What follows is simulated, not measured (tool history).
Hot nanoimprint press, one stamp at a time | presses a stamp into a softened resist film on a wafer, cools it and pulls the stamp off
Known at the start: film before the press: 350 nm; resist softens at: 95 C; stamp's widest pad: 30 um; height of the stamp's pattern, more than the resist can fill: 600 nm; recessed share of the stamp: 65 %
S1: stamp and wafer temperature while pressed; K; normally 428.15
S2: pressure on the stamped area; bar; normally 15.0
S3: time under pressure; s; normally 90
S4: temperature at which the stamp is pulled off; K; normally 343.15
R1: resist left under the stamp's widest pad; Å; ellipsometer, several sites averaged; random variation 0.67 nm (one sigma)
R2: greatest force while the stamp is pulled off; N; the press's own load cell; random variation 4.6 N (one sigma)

| run | day | S1 | S2 | S3 | S4 | R1 | R2 |
|---|---|---|---|---|---|---|---|
| 1 | 0.000 | 428.15 | 15.0 | 90 | 343.15 | 1404 | 297 |
| 2 | 0.304 | 428.15 | 15.0 | 90 | 343.15 | 1401 | 284 |
| 3 | 0.554 | 428.15 | 15.0 | 90 | 343.15 | 1390 | 307 |
| 4 | 0.771 | 428.15 | 15.0 | 90 | 343.15 | 1399 | 303 |
| 5 | 1.179 | 428.15 | 9.6 | 90 | 343.15 | 1704 | 305 |
| 6 | 1.492 | 428.15 | 9.6 | 90 | 343.15 | 1707 | 295 |
| 7 | 1.712 | 428.15 | 9.6 | 90 | 343.15 | 1702 | 295 |
| 8 | 1.979 | 428.15 | 15.0 | 90 | 343.15 | 1407 | 306 |
| 9 | 2.300 | 428.15 | 15.0 | 90 | 343.15 | 1414 | 305 |
| 10 | 2.650 | 428.15 | 15.0 | 98 | 343.15 | 1360 | 297 |
| 11 | 2.996 | 428.15 | 15.0 | 98 | 343.15 | 1357 | 308 |
| 12 | 3.192 | 428.15 | 15.0 | 90 | 343.15 | 1394 | 318 |
| 13 | 3.562 | 428.15 | 15.0 | 90 | 343.15 | 1414 | 312 |
| 14 | 3.854 | 428.15 | 15.0 | 90 | 343.15 | 1405 | 301 |
| 15 | 4.200 | 428.15 | 15.0 | 90 | 343.15 | 1407 | 315 |
| 16 | 4.392 | 428.15 | 15.0 | 90 | 343.15 | 1424 | 307 |
|  | 4.554 | plate thermocouple calibrated |
| 17 | 4.879 | 428.15 | 10.8 | 78 | 343.15 | 1769 | 308 |
| 18 | 5.196 | 423.15 | 15.0 | 60 | 343.15 | 2222 | 317 |
| 19 | 5.433 | 428.15 | 20.3 | 90 | 343.15 | 1280 | 316 |
| 20 | 5.758 | 428.15 | 20.3 | 90 | 343.15 | 1257 | 322 |
| 21 | 6.071 | 422.15 | 12.9 | 52 | 343.15 | 2536 | 318 |
| 22 | 6.492 | 432.15 | 15.0 | 90 | 349.15 | 1122 | 291 |
|  | 6.788 | plate thermocouple calibrated, once more |
| 23 | 7.033 | 428.15 | 9.1 | 90 | 341.15 | 1659 | 333 |
| 24 | 7.475 | 428.15 | 9.1 | 79 | 348.15 | 1743 | 288 |
| 25 | 7.942 | 440.15 | 16.8 | 79 | 348.15 | 640 | 280 |
| 26 | 8.325 | 432.15 | 16.8 | 79 | 337.15 | 1048 | 349 |
| 27 | 8.688 | 432.15 | 16.8 | 79 | 337.15 | 1058 | 352 |
| 28 | 9.092 | 432.15 | 9.0 | 79 | 337.15 | 1401 | 348 |
| 29 | 9.512 | 427.15 | 15.0 | 90 | 339.15 | 1425 | 347 |

Some steps in R1 between neighbouring runs. How much of each would the tool show without its hidden state too (settings, what came in, random variation), and how much is left for the hidden state, with any gauge scatter that isn't in both results?
The hidden state here: true temperature over the reading, C; pressure that arrives at the usual setting, %; grip of the stamp's worn release coat, % over a new coat's; drift of the gauge itself on residual_nm, %; drift of the gauge itself on pull_off_n, %.
Run 20 -> 21: S1 428.15 -> 422.15, S2 20.3 -> 12.9, S3 90 -> 52. R1 +1279 Å: hidden state +29, all else +1250.
Run 21 -> 22: S1 422.15 -> 432.15, S2 12.9 -> 15.0, S3 52 -> 90, S4 343.15 -> 349.15. R1 -1414 Å: hidden state -49, all else -1365.
Run 22 -> 23: S1 432.15 -> 428.15, S2 15.0 -> 9.1, S4 349.15 -> 341.15, plate thermocouple calibrated, once more. R1 +537 Å: hidden state -83, all else +620.

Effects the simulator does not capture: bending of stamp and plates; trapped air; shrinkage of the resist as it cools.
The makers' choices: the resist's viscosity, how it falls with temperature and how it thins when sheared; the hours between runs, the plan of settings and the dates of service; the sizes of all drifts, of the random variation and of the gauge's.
